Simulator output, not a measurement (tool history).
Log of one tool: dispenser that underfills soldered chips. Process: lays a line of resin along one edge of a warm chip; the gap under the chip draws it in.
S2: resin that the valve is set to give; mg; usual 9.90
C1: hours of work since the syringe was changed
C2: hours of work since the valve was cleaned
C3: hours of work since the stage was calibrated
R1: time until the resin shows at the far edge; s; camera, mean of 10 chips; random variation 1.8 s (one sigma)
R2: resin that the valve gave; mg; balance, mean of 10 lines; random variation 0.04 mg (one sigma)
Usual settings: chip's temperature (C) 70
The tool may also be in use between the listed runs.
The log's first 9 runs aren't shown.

{"run": 10, "day": 3.154, "chip's temperature (C)": 70, "S2": 9.92, "C1": 8, "C2": 68, "C3": 176, "R1": 272.2, "R2": 9.34}
{"day": 3.271, "done": "new syringe of resin"}
{"run": 11, "day": 3.533, "chip's temperature (C)": 70, "S2": 9.9, "C1": 5, "C2": 74, "C3": 183, "R1": 236.6, "R2": 9.23}
{"day": 3.8, "done": "new syringe of resin"}
{"run": 12, "day": 3.925, "chip's temperature (C)": 70, "S2": 9.9, "C1": 2, "C2": 82, "C3": 190, "R1": 198.5, "R2": 9.21}
{"day": 4.312, "done": "new syringe of resin"}
{"run": 13, "day": 4.321, "chip's temperature (C)": 70, "S2": 9.9, "C1": 0, "C2": 89, "C3": 197, "R1": 179.1, "R2": 9.12}
{"day": 4.538, "done": "dispensing valve cleaned and set on the balance"}
{"run": 14, "day": 4.675, "chip's temperature (C)": 70, "S2": 9.9, "C1": 6, "C2": 3, "C3": 203, "R1": 245.2, "R2": 9.88}
{"day": 4.888, "done": "new syringe of resin"}
{"run": 15, "day": 5.058, "chip's temperature (C)": 70, "S2": 9.9, "C1": 3, "C2": 9, "C3": 210, "R1": 210.8, "R2": 9.78}
{"run": 16, "day": 5.354, "chip's temperature (C)": 70, "S2": 9.9, "C1": 9, "C2": 15, "C3": 215, "R1": 282.8, "R2": 9.74}
{"day": 5.396, "done": "new syringe of resin"}
{"run": 17, "day": 5.546, "chip's temperature (C)": 70, "S2": 9.9, "C1": 3, "C2": 18, "C3": 219, "R1": 201.8, "R2": 9.74}
{"day": 5.921, "done": "new syringe of resin"}
{"run": 18, "day": 5.967, "chip's temperature (C)": 70, "S2": 9.9, "C1": 1, "C2": 26, "C3": 226, "R1": 179.8, "R2": 9.7}
{"run": 19, "day": 6.192, "chip's temperature (C)": 70, "S2": 9.9, "C1": 5, "C2": 30, "C3": 231, "R1": 229.5, "R2": 9.72}
{"run": 20, "day": 6.383, "chip's temperature (C)": 60, "S2": 11.06, "C1": 9, "C2": 34, "C3": 234, "R1": 401.7, "R2": 10.68}
{"day": 6.45, "done": "new syringe of resin"}
{"run": 21, "day": 6.683, "chip's temperature (C)": 69, "S2": 10.44, "C1": 4, "C2": 39, "C3": 239, "R1": 231.2, "R2": 10.13}
{"day": 6.971, "done": "new syringe of resin"}
{"run": 22, "day": 7.025, "chip's temperature (C)": 85, "S2": 9.9, "C1": 1, "C2": 45, "C3": 246, "R1": 107.2, "R2": 9.47}
{"run": 23, "day": 7.25, "chip's temperature (C)": 83, "S2": 8.44, "C1": 5, "C2": 50, "C3": 250, "R1": 149.2, "R2": 8.07}
{"day": 7.496, "done": "new syringe of resin"}
{"run": 24, "day": 7.604, "chip's temperature (C)": 77, "S2": 10.09, "C1": 2, "C2": 56, "C3": 256, "R1": 155.0, "R2": 9.59}
{"run": 25, "day": 7.792, "chip's temperature (C)": 77, "S2": 10.09, "C1": 6, "C2": 59, "C3": 260, "R1": 186.6, "R2": 9.63}
{"day": 8.004, "done": "new syringe of resin"}
{"run": 26, "day": 8.133, "chip's temperature (C)": 77, "S2": 10.09, "C1": 2, "C2": 66, "C3": 266, "R1": 157.1, "R2": 9.49}
{"run": 27, "day": 8.471, "chip's temperature (C)": 77, "S2": 10.09, "C1": 9, "C2": 72, "C3": 272, "R1": 216.9, "R2": 9.46}
{"day": 8.533, "done": "new syringe of resin"}
{"run": 28, "day": 8.775, "chip's temperature (C)": 77, "S2": 10.09, "C1": 4, "C2": 77, "C3": 278, "R1": 172.0, "R2": 9.43}
{"day": 9.042, "done": "new syringe of resin"}
{"run": 29, "day": 9.112, "chip's temperature (C)": 72, "S2": 10.2, "C1": 1, "C2": 84, "C3": 284, "R1": 175.8, "R2": 9.44}
{"run": 30, "day": 9.304, "chip's temperature (C)": 72, "S2": 10.2, "C1": 5, "C2": 87, "C3": 287, "R1": 209.1, "R2": 9.52}
{"run": 31, "day": 9.521, "chip's temperature (C)": 60, "S2": 9.9, "C1": 9, "C2": 91, "C3": 291, "R1": 411.7, "R2": 9.17}
{"day": 9.567, "done": "new syringe of resin"}
{"day": 9.646, "done": "dispensing valve cleaned and set on the balance"}
{"run": 32, "day": 9.812, "chip's temperature (C)": 67, "S2": 10.02, "C1": 4, "C2": 3, "C3": 296, "R1": 237.5, "R2": 9.98}
{"day": 10.112, "done": "new syringe of resin"}
{"run": 33, "day": 10.146, "chip's temperature (C)": 80, "S2": 9.38, "C1": 1, "C2": 9, "C3": 302, "R1": 129.9, "R2": 9.29}
{"run": 34, "day": 10.417, "chip's temperature (C)": 70, "S2": 9.18, "C1": 6, "C2": 14, "C3": 307, "R1": 245.5, "R2": 9.07}

Forecast each of these 4 alternatives for the next run:
{"day": 10.642, "done": "new syringe of resin"}
{"run": "A", "day": 10.817, "chip's temperature (C)": 60, "S2": 12.68, "C1": 3, "C2": 21, "C3": 314, "R1": "?", "R2": "?"}
{"day": 10.642, "done": "new syringe of resin"}
{"run": "B", "day": 10.817, "chip's temperature (C)": 77, "S2": 9.95, "C1": 3, "C2": 21, "C3": 314, "R1": "?", "R2": "?"}
{"day": 10.642, "done": "new syringe of resin"}
{"run": "C", "day": 10.817, "chip's temperature (C)": 60, "S2": 9.9, "C1": 3, "C2": 21, "C3": 314, "R1": "?", "R2": "?"}
{"day": 10.642, "done": "new syringe of resin"}
{"run": "D", "day": 10.817, "chip's temperature (C)": 70, "S2": 10.01, "C1": 3, "C2": 21, "C3": 314, "R1": "?", "R2": "?"}

run=A R1=304.5 R2=12.52
run=B R1=164.2 R2=9.75
run=C R1=311.3 R2=9.68
run=D R1=213.8 R2=9.86
Without the tool's hidden state the same runs would have given:
run=A R1=261.5 R2=12.72
run=B R1=140.2 R2=9.92
run=C R1=267.2 R2=9.84
run=D R1=183.1 R2=10.03
